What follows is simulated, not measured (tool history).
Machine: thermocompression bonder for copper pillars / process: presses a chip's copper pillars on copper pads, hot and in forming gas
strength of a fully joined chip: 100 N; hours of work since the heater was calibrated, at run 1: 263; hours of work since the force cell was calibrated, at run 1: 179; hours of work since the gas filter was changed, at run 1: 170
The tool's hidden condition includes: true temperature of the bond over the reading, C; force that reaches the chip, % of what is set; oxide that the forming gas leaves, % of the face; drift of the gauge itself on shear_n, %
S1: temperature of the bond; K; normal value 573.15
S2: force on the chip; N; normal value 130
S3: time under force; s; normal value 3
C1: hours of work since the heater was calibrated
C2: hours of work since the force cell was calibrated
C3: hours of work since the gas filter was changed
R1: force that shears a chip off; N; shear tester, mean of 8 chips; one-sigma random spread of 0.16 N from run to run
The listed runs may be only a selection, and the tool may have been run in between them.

| run | hour | S1 | S2 | S3 | C1 | C2 | C3 | R1 |
|---|---|---|---|---|---|---|---|---|
| 1 | 0.0 | 573.15 | 130 | 3 | 263 | 179 | 170 | 57.9 |
| 2 | 7.5 | 573.15 | 130 | 3 | 268 | 184 | 175 | 58.0 |
| 3 | 15.6 | 573.15 | 130 | 3 | 274 | 190 | 180 | 58.3 |
| 4 | 22.4 | 573.15 | 130 | 3 | 279 | 194 | 185 | 58.0 |
| 5 | 31.1 | 573.15 | 103 | 3 | 285 | 200 | 191 | 52.2 |
|  | 35.5 | forming gas filter changed |
| 6 | 38.2 | 573.15 | 103 | 3 | 289 | 205 | 2 | 52.3 |
| 7 | 48.1 | 573.15 | 103 | 3 | 296 | 212 | 9 | 51.9 |
| 8 | 55.7 | 573.15 | 103 | 3 | 302 | 217 | 14 | 52.0 |
| 9 | 63.2 | 573.15 | 179 | 5 | 307 | 222 | 19 | 75.7 |
| 10 | 69.1 | 573.15 | 83 | 3 | 311 | 226 | 23 | 47.0 |
| 11 | 78.6 | 546.15 | 166 | 3 | 317 | 233 | 30 | 51.7 |
| 12 | 88.9 | 578.15 | 153 | 3 | 325 | 240 | 37 | 64.6 |
| 13 | 93.1 | 568.15 | 111 | 2 | 327 | 243 | 40 | 44.8 |
| 14 | 98.1 | 568.15 | 111 | 2 | 331 | 246 | 43 | 45.1 |
| 15 | 102.4 | 568.15 | 111 | 2 | 334 | 249 | 46 | 44.7 |

Consider 4 possible next runs. They are alternatives, not a sequence: every one starts from the tool as it was left by run 15. What does each give?
| A | 107.1 | 546.15 | 105 | 3 | 337 | 253 | 50 | ? |
| B | 107.1 | 568.15 | 152 | 2 | 337 | 253 | 50 | ? |
| C | 107.1 | 573.15 | 130 | 4 | 337 | 253 | 50 | ? |
| D | 107.1 | 573.15 | 130 | 2 | 337 | 253 | 50 | ? |

| run | R1 |
|---|---|
| A | 40.9 |
| B | 52.8 |
| C | 63.5 |
| D | 51.0 |
Stripped of hidden state, with their random variation kept, the same runs would have yielded:
| run | R1 |
|---|---|
| A | 40.9 |
| B | 52.8 |
| C | 63.5 |
| D | 51.0 |
